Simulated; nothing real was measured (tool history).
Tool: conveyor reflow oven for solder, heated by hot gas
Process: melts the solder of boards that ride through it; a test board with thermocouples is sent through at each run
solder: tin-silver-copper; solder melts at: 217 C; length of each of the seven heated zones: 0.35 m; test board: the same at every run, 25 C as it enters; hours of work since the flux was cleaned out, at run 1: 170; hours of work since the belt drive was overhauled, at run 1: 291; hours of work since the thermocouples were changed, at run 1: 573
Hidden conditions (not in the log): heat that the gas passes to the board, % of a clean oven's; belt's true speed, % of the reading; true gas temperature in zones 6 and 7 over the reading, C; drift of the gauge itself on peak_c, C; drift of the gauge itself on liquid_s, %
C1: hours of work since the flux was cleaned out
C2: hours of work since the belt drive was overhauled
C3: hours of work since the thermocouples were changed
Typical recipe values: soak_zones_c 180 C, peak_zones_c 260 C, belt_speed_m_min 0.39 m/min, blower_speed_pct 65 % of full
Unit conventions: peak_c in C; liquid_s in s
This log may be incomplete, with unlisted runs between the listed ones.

Run 1, day 0.000: usual settings; C1 170; C2 291; C3 573. Result: peak_c 247.7 C, liquid_s 79.9 s.
Run 2, day 0.808: usual settings; C1 178; C2 300; C3 582. Result: peak_c 247.4 C, liquid_s 79.6 s.
Run 3, day 1.558: usual settings; C1 186; C2 307; C3 590. Result: peak_c 247.5 C, liquid_s 80.0 s.
Run 4, day 2.271: usual settings; C1 193; C2 315; C3 597. Result: peak_c 247.6 C, liquid_s 80.0 s.
Run 5, day 2.792: usual settings; C1 199; C2 320; C3 602. Result: peak_c 247.6 C, liquid_s 79.9 s.
Run 6, day 3.683: usual settings; C1 208; C2 329; C3 612. Result: peak_c 247.7 C, liquid_s 80.2 s.
Run 7, day 4.333: usual settings; C1 215; C2 336; C3 618. Result: peak_c 247.6 C, liquid_s 80.1 s.
Run 8, day 4.888: usual settings; C1 220; C2 342; C3 624. Result: peak_c 247.7 C, liquid_s 79.9 s.
Run 9, day 5.833: usual settings; C1 230; C2 352; C3 634. Result: peak_c 247.5 C, liquid_s 80.3 s.
Run 10, day 6.558: usual settings but peak_zones_c 255 C; C1 237; C2 359; C3 641. Result: peak_c 243.2 C, liquid_s 75.3 s.
Run 11, day 7.004: usual settings but peak_zones_c 255 C; C1 242; C2 364; C3 646. Result: peak_c 243.1 C, liquid_s 75.5 s.
Run 12, day 7.412: usual settings; C1 246; C2 368; C3 650. Result: peak_c 247.6 C, liquid_s 79.4 s.
Run 13, day 8.054: usual settings but peak_zones_c 266 C; C1 253; C2 375; C3 657. Result: peak_c 252.8 C, liquid_s 85.5 s.
Run 14, day 8.688: usual settings but peak_zones_c 266 C; C1 260; C2 381; C3 663. Result: peak_c 252.7 C, liquid_s 84.7 s.
Run 15, day 9.579: usual settings but peak_zones_c 266 C; C1 269; C2 390; C3 673. Result: peak_c 252.8 C, liquid_s 84.6 s.
Run 16, day 10.188: usual settings but blower_speed_pct 83 % of full; C1 275; C2 397; C3 679. Result: peak_c 251.2 C, liquid_s 85.0 s.
Run 17, day 10.967: usual settings but blower_speed_pct 83 % of full; C1 283; C2 405; C3 687. Result: peak_c 251.3 C, liquid_s 84.9 s.

Run 18 has not been measured yet. What should we expect?
Run 18, day 11.779: usual settings but blower_speed_pct 83 % of full; C1 292; C2 413; C3 695. Result: peak_c ?, liquid_s ?.

{"run 18": {"peak_c": 251.0, "liquid_s": 85.5}}
Minus the tool's unlogged condition, the same run would have read peak_c 251.1 C, liquid_s 85.5 s.

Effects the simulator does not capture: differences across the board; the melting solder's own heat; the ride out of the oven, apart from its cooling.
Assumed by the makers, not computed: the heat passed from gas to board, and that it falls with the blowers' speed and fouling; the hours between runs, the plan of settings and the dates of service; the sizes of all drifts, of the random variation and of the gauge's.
